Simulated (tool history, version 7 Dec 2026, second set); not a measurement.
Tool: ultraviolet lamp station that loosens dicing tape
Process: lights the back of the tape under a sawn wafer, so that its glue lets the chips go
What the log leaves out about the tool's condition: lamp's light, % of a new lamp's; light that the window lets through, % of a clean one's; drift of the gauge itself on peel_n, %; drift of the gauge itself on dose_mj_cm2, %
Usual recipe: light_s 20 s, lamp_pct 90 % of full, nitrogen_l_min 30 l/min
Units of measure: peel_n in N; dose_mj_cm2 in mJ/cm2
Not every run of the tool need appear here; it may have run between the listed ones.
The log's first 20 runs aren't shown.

run	hour	light_s	lamp_pct	nitrogen_l_min	hours of work of the lamp	hours of work since the window was cleaned	peel_n	dose_mj_cm2
21	626.6	37	73	20	100	37	0.286	362
22	649.1	37	73	20	115	52	0.287	360
23	687.3	26	73	20	140	76	0.429	250
24	707.5	13	99	11	153	90	0.980	166
25	729.4	13	99	11	167	104	0.959	167
26	765.7	13	99	11	191	127	1.033	161
27	788.7	35	79	18	206	142	0.310	341
28	824.7	20	92	36	229	165	0.380	220
29	847.7	35	92	36	244	180	0.254	391

What will run 30 give?
30	888.4	35	92	36	270	207	?	?

{"run 30": {"peel_n": 0.268, "dose_mj_cm2": 381}}
Without the tool's hidden state the same run would have given peel_n 0.258 N, dose_mj_cm2 462 mJ/cm2.

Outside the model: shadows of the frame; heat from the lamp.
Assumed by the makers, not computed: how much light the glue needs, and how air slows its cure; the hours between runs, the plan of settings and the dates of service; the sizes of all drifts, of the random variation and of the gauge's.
